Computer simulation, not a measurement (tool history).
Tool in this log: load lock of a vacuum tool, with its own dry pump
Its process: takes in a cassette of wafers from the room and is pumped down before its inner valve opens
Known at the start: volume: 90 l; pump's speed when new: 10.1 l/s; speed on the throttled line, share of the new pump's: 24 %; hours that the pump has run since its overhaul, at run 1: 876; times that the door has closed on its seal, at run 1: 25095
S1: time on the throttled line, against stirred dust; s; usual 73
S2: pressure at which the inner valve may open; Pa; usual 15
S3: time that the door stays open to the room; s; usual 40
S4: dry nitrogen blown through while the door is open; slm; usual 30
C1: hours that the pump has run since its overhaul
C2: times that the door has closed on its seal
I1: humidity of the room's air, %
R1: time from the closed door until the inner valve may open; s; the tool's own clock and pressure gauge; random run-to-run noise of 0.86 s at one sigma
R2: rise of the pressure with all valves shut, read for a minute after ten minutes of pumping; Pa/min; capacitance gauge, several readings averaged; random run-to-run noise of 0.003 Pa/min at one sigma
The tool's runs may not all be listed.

run	day	S1	S2	S3	S4	C1	C2	I1	R1	R2
1	0.000	73	15	40	30	876	25095	48.9	136.1	0.165
2	14.046	73	15	40	30	1213	26001	44.1	135.9	0.173
# day 28.833: door's seal changed, seat wiped
3	29.329	73	19	40	30	1578	32	47.4	132.5	0.012
4	41.296	73	19	40	30	1866	804	43.5	133.2	0.014
5	61.300	73	15	85	30	2346	2094	42.1	136.7	0.028
6	74.929	73	15	85	30	2673	2973	47.4	136.9	0.031
7	93.367	73	15	85	30	3115	4161	44.6	135.0	0.026
8	107.492	73	15	40	4	3454	5072	45.3	135.7	0.043
9	117.879	73	15	40	4	3704	5742	47.7	137.9	0.050
10	128.054	73	15	40	4	3948	6398	44.8	137.2	0.052
11	139.646	73	15	40	30	4226	7145	46.4	137.9	0.031
12	161.429	73	15	40	30	4749	8550	44.9	137.1	0.037
13	176.875	73	15	40	30	5120	9546	50.2	137.2	0.039
14	192.471	73	15	40	28	5494	10552	48.1	138.3	0.045
15	201.346	73	15	40	13	5707	11124	46.3	138.4	0.063
16	219.383	73	15	40	13	6140	12287	47.9	138.1	0.064
17	230.462	73	15	40	13	6406	13001	43.7	139.1	0.067
18	244.400	73	15	182	13	6740	13900	42.6	139.0	0.107
19	263.988	61	17	40	30	7210	15163	43.9	128.7	0.074
20	274.217	73	17	40	28	7456	15823	48.1	135.4	0.075

The next listed run, before its measurement:
21	288.029	129	15	234	30	7787	16713	42.6	?	?

R1: 180.9 s
R2: 0.112 Pa/min
On a tool with no hidden condition, and with the same random variation, this run would have come out at R1 177.6 s, R2 0.045 Pa/min.

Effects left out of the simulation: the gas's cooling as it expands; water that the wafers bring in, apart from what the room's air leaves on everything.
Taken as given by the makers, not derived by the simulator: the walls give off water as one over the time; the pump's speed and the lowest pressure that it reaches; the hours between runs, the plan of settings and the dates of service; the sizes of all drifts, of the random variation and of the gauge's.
